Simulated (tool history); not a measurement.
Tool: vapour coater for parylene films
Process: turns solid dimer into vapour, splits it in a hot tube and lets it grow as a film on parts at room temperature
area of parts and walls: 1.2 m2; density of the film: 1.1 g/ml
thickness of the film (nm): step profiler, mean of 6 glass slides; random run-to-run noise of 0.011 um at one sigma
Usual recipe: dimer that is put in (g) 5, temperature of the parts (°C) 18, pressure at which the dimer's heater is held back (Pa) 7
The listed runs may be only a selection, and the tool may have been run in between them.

| run | day | dimer that is put in (g) | temperature of the parts (°C) | pressure at which the dimer's heater is held back (Pa) | thickness of the film (nm) |
|---|---|---|---|---|---|
| 1 | 0 | 5 | 18 | 7 | 1610 |
| 2 | 0.708 | 5 | 18 | 7 | 1620 |
| 3 | 1.146 | 5 | 18 | 5.01 | 1700 |
| 4 | 2.075 | 5 | 18 | 5.01 | 1680 |
| 5 | 2.667 | 5 | 18 | 5.01 | 1680 |
| 6 | 3.083 | 5 | 18 | 5.01 | 1690 |
| 7 | 3.679 | 5 | 18 | 5.01 | 1670 |
| 8 | 4.617 | 5 | 18 | 7 | 1570 |
| 9 | 5.346 | 5 | 18 | 7 | 1560 |
| 10 | 6.146 | 5 | 18 | 7 | 1540 |
| 11 | 6.979 | 5 | 18 | 3.86 | 1700 |
| 12 | 7.679 | 5 | 18 | 3.86 | 1700 |
| 13 | 8.404 | 6 | 19 | 3.86 | 1970 |
| 14 | 9.146 | 2 | 24 | 5.09 | 570 |
| 15 | 9.775 | 2 | 18 | 7 | 620 |
| 16 | 10.725 | 3 | 18 | 7 | 890 |
| 17 | 11.662 | 3 | 13 | 7 | 1000 |
| 18 | 12.258 | 3 | 13 | 7 | 1000 |
| 19 | 13.083 | 6 | 18 | 3.38 | 2310 |
| 20 | 13.629 | 2 | 24 | 4.17 | 650 |
| 21 | 14.238 | 5 | 18 | 2.32 | 2050 |

Put back what was entered between runs (1 entry, withheld): which listed runs does each sit between, and how does the hidden state differ from the listed run before to the listed run after?
In the gap between runs 18 and 19: trap's valve overhauled (day 12.779)
  vapour lost through the trap's worn valve, %: 14 -> 0.7; true temperature of the parts over the reading, C: 0.39 -> 0.4
  measured minus no-state result, thickness of the film (nm): -180 -> -40
